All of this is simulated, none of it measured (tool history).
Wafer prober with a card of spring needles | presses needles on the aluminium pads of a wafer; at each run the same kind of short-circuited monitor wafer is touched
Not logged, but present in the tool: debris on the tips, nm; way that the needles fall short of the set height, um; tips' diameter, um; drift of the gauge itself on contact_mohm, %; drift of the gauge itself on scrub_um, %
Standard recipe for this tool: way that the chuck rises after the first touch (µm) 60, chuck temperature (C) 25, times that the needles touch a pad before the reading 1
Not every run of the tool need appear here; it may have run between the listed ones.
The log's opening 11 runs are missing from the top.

run	hour	way that the chuck rises after the first touch (µm)	chuck temperature (C)	times that the needles touch a pad before the reading	touches since the tips were cleaned	cleanings since the card got new needles	touches since the first contact's height was set	resistance of one needle with its contact and lead (mohm)	way that a needle slides on the pad (µm)
# hour 294.6: tips cleaned on abrasive film
# hour 312.4: tips cleaned on abrasive film
12	314.7	60	51	1	1067	64	175695	288	12.97
# hour 317.1: height of the first contact set anew
# hour 329.1: tips cleaned on abrasive film
13	330.8	60	51	1	780	65	6321	281	13.39
# hour 347.1: tips cleaned on abrasive film
14	355.5	60	51	3	3917	66	17797	268	13.37
# hour 363.8: tips cleaned on abrasive film
15	372	60	51	3	3783	67	25441	270	13.42
# hour 381.7: tips cleaned on abrasive film
16	392.8	60	51	2	5185	68	35131	306	13.32
# hour 399.4: tips cleaned on abrasive film
17	410.7	60	25	1	5301	69	43434	363	13.35
# hour 415.1: tips cleaned on abrasive film
# hour 431.2: tips cleaned on abrasive film
18	444.4	67	25	2	6151	71	59066	289	14.8
# hour 447: tips cleaned on abrasive film
# hour 464.1: tips cleaned on abrasive film
19	477	55	25	1	6027	73	74181	380	12.12
# hour 479.9: tips cleaned on abrasive film
# hour 495.5: tips cleaned on abrasive film
20	504.9	55	25	1	4361	75	87090	381	12.19
# hour 511.3: tips cleaned on abrasive film
# hour 527.7: tips cleaned on abrasive film
21	537.3	55	25	1	4484	77	102115	383	12.02
# hour 544.8: tips cleaned on abrasive film
22	559	60	63	2	6610	78	112182	309	13.15
# hour 561.5: tips cleaned on abrasive film
# hour 578: tips cleaned on abrasive film
23	583.1	60	63	2	2419	80	123365	297	13.08
# hour 595.1: tips cleaned on abrasive film
# hour 611.5: tips cleaned on abrasive film
24	611.7	60	63	2	62	82	136584	244	13.06
# hour 627.6: tips cleaned on abrasive film
# hour 643.8: tips cleaned on abrasive film
25	644.3	70	73	2	224	84	151701	247	15.28
# hour 660.1: tips cleaned on abrasive film
26	673.8	70	73	2	6375	85	165410	299	15.28
# hour 676.3: tips cleaned on abrasive film
# hour 693.7: tips cleaned on abrasive film
# hour 697.9: height of the first contact set anew
27	697.9	60	73	1	1840	87	0	317	13.53
# hour 710: tips cleaned on abrasive film
28	721.5	60	25	2	5359	88	10948	308	13.42
# hour 726.4: tips cleaned on abrasive film
# hour 743.2: tips cleaned on abrasive film
29	754.2	60	51	2	5148	90	26111	310	13.37
# hour 759.5: tips cleaned on abrasive film
# hour 776.3: tips cleaned on abrasive film
30	784.6	48	46	2	3849	92	40197	347	10.66

Alternative continuations, all from the tool just after run 30; predict every row:
# hour 794.4: tips cleaned on abrasive film
A	802.8	52	25	1	3925	93	48640	?	?
# hour 794.4: tips cleaned on abrasive film
B	802.8	48	90	3	3925	93	48640	?	?
# hour 794.4: tips cleaned on abrasive film
C	802.8	44	46	2	3925	93	48640	?	?
# hour 794.4: tips cleaned on abrasive film
D	802.8	55	25	1	3925	93	48640	?	?
# hour 794.4: tips cleaned on abrasive film
E	802.8	56	37	3	3925	93	48640	?	?

run	resistance of one needle with its contact and lead (mohm)	way that a needle slides on the pad (µm)
A	400	11.52
B	310	10.62
C	376	9.71
D	379	12.22
E	284	12.47
The same runs, with their run-to-run variation unchanged, on a tool lacking any hidden condition would have given:
run	resistance of one needle with its contact and lead (mohm)	way that a needle slides on the pad (µm)
A	225	11.62
B	243	10.72
C	236	9.82
D	224	12.33
E	229	12.57
